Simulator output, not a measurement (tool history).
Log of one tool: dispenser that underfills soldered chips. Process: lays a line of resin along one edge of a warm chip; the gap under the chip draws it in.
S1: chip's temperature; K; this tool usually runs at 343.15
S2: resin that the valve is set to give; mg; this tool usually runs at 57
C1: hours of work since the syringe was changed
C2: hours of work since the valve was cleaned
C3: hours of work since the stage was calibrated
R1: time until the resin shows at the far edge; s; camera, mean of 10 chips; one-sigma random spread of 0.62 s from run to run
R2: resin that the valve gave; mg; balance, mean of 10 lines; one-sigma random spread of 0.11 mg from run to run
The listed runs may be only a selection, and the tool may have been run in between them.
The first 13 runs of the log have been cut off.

{"day": 7.521, "done": "new syringe of resin"}
{"run": 14, "day": 7.671, "S1": 343.15, "S2": 57, "C1": 3, "C2": 68, "C3": 560, "R1": 79.6, "R2": 55.05}
{"day": 7.929, "done": "new syringe of resin"}
{"day": 8.021, "done": "dispensing valve cleaned and set on the balance"}
{"run": 15, "day": 8.058, "S1": 343.15, "S2": 57, "C1": 2, "C2": 1, "C3": 567, "R1": 73.3, "R2": 56.91}
{"day": 8.388, "done": "new syringe of resin"}
{"run": 16, "day": 8.717, "S1": 343.15, "S2": 57, "C1": 6, "C2": 13, "C3": 579, "R1": 97, "R2": 56.58}
{"day": 8.817, "done": "new syringe of resin"}
{"day": 9.267, "done": "new syringe of resin"}
{"run": 17, "day": 9.342, "S1": 343.15, "S2": 57, "C1": 1, "C2": 24, "C3": 590, "R1": 72.1, "R2": 56.33}
{"day": 9.729, "done": "new syringe of resin"}
{"run": 18, "day": 9.979, "S1": 353.15, "S2": 49.2, "C1": 5, "C2": 36, "C3": 602, "R1": 55.8, "R2": 48.27}
{"day": 10.138, "done": "new syringe of resin"}
{"day": 10.371, "done": "stage's temperature calibrated"}
{"run": 19, "day": 10.462, "S1": 358.15, "S2": 67.5, "C1": 5, "C2": 44, "C3": 2, "R1": 36.8, "R2": 65.78}
{"day": 10.625, "done": "new syringe of resin"}
{"day": 11.058, "done": "new syringe of resin"}
{"run": 20, "day": 11.212, "S1": 358.15, "S2": 67.5, "C1": 3, "C2": 57, "C3": 15, "R1": 32.5, "R2": 65.17}
{"day": 11.471, "done": "new syringe of resin"}
{"day": 11.9, "done": "new syringe of resin"}
{"run": 21, "day": 11.9, "S1": 358.15, "S2": 67.5, "C1": 0, "C2": 70, "C3": 28, "R1": 27.6, "R2": 65}
{"day": 12.146, "done": "dispensing valve cleaned and set on the balance"}
{"day": 12.383, "done": "new syringe of resin"}
{"run": 22, "day": 12.517, "S1": 347.15, "S2": 61.7, "C1": 3, "C2": 7, "C3": 38, "R1": 53.9, "R2": 61.08}
{"day": 12.804, "done": "new syringe of resin"}
{"run": 23, "day": 13.025, "S1": 341.15, "S2": 68.4, "C1": 4, "C2": 16, "C3": 47, "R1": 82.3, "R2": 67.79}
{"day": 13.242, "done": "new syringe of resin"}
{"run": 24, "day": 13.492, "S1": 356.15, "S2": 73.7, "C1": 5, "C2": 24, "C3": 56, "R1": 41.1, "R2": 72.5}
{"day": 13.65, "done": "new syringe of resin"}
{"day": 14.092, "done": "new syringe of resin"}
{"run": 25, "day": 14.092, "S1": 345.15, "S2": 57, "C1": 0, "C2": 35, "C3": 67, "R1": 50.2, "R2": 55.68}
{"day": 14.508, "done": "new syringe of resin"}
{"run": 26, "day": 14.796, "S1": 345.15, "S2": 57, "C1": 5, "C2": 48, "C3": 80, "R1": 74.5, "R2": 55.36}
{"day": 14.917, "done": "new syringe of resin"}
{"day": 15.346, "done": "new syringe of resin"}
{"run": 27, "day": 15.479, "S1": 337.15, "S2": 67.3, "C1": 2, "C2": 60, "C3": 92, "R1": 90.7, "R2": 64.89}
{"day": 15.758, "done": "new syringe of resin"}
{"day": 16.192, "done": "new syringe of resin"}
{"day": 16.233, "done": "dispensing valve cleaned and set on the balance"}
{"run": 28, "day": 16.271, "S1": 333.15, "S2": 64.3, "C1": 1, "C2": 1, "C3": 106, "R1": 100.5, "R2": 64.15}
{"day": 16.638, "done": "new syringe of resin"}
{"run": 29, "day": 16.908, "S1": 333.15, "S2": 64.3, "C1": 5, "C2": 12, "C3": 117, "R1": 139.2, "R2": 63.79}
{"day": 17.067, "done": "new syringe of resin"}
{"run": 30, "day": 17.446, "S1": 333.15, "S2": 64.3, "C1": 7, "C2": 22, "C3": 127, "R1": 159.4, "R2": 63.35}
{"day": 17.5, "done": "new syringe of resin"}
{"day": 17.908, "done": "new syringe of resin"}
{"run": 31, "day": 18.196, "S1": 333.15, "S2": 64.3, "C1": 5, "C2": 36, "C3": 141, "R1": 144.6, "R2": 63.12}
{"day": 18.35, "done": "new syringe of resin"}
{"run": 32, "day": 18.654, "S1": 348.15, "S2": 53.4, "C1": 6, "C2": 44, "C3": 149, "R1": 67, "R2": 52.12}
{"day": 18.792, "done": "new syringe of resin"}
{"run": 33, "day": 18.992, "S1": 358.15, "S2": 54.8, "C1": 4, "C2": 50, "C3": 155, "R1": 35.7, "R2": 53.29}

Predict each of these 3 candidate next runs independently; none follows another, all start after run 33:
{"day": 19.246, "done": "new syringe of resin"}
{"day": 19.7, "done": "new syringe of resin"}
{"run": "A", "day": 19.7, "S1": 354.15, "S2": 49.9, "C1": 0, "C2": 63, "C3": 168, "R1": "?", "R2": "?"}
{"day": 19.246, "done": "new syringe of resin"}
{"day": 19.7, "done": "new syringe of resin"}
{"run": "B", "day": 19.7, "S1": 349.15, "S2": 58, "C1": 0, "C2": 63, "C3": 168, "R1": "?", "R2": "?"}
{"day": 19.246, "done": "new syringe of resin"}
{"day": 19.7, "done": "new syringe of resin"}
{"run": "C", "day": 19.7, "S1": 329.15, "S2": 59, "C1": 0, "C2": 63, "C3": 168, "R1": "?", "R2": "?"}

run=A R1=33.4 R2=48.23
run=B R1=42 R2=55.88
run=C R1=120.5 R2=57.08
Stripped of hidden state, with their random variation kept, the same runs would have yielded:
run=A R1=32.1 R2=49.95
run=B R1=40.5 R2=57.87
run=C R1=115.4 R2=59.11
